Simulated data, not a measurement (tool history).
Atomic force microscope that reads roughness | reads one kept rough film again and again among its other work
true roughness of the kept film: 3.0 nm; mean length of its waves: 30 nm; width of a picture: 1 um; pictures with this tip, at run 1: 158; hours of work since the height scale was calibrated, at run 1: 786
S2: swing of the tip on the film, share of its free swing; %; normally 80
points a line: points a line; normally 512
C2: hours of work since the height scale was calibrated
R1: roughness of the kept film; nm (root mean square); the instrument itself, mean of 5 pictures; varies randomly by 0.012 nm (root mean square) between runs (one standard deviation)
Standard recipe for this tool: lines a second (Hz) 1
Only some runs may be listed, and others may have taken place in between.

Run 1, day 0: usual settings; pictures with this tip 158; C2 786. Result: R1 2.431 nm (root mean square).
Run 2, day 2.242: usual settings but points a line 765; pictures with this tip 289; C2 825. Result: R1 2.251 nm (root mean square).
Run 3, day 3.429: usual settings but points a line 765; pictures with this tip 358; C2 845. Result: R1 2.175 nm (root mean square).
At day 3.888: new tip fitted.
Run 4, day 4.938: usual settings but points a line 765; pictures with this tip 62; C2 870. Result: R1 2.591 nm (root mean square).
Run 5, day 6.738: usual settings but points a line 765; pictures with this tip 167; C2 901. Result: R1 2.457 nm (root mean square).
Run 6, day 9.038: usual settings but points a line 765; pictures with this tip 301; C2 940. Result: R1 2.239 nm (root mean square).
At day 10.442: new tip fitted.
Run 7, day 10.442: usual settings but lines a second (Hz) 0.5, points a line 304; pictures with this tip 0; C2 964. Result: R1 2.728 nm (root mean square).
Run 8, day 11.5: usual settings but lines a second (Hz) 1.42, S2 70 %, points a line 626; pictures with this tip 62; C2 982. Result: R1 2.596 nm (root mean square).
Run 9, day 13.529: usual settings but lines a second (Hz) 1.42, S2 70 %, points a line 626; pictures with this tip 181; C2 1016. Result: R1 2.429 nm (root mean square).
Run 10, day 15.521: usual settings but lines a second (Hz) 1.42, S2 70 %, points a line 626; pictures with this tip 297; C2 1050. Result: R1 2.273 nm (root mean square).
Run 11, day 16.838: usual settings but lines a second (Hz) 1.24, S2 56 %, points a line 545; pictures with this tip 374; C2 1072. Result: R1 2.223 nm (root mean square).

Across each entry between runs, compare the hidden state at the last listed run before it with the hidden state at the first listed run after it:
Run 3 -> run 4: new tip fitted (day 3.888)
  radius of the tip, nm: 25 -> 8.5; height scale over the true one, %: -0.96 -> -1
  what was measured, less what the result would be without the hidden state, R1: -0.562 -> -0.139 nm (root mean square)
Run 6 -> run 7: new tip fitted (day 10.442)
  radius of the tip, nm: 20.9 -> 5.4; height scale over the true one, %: -1.09 -> -1.12
  what was measured, less what the result would be without the hidden state, R1: -0.468 -> -0.045 nm (root mean square)
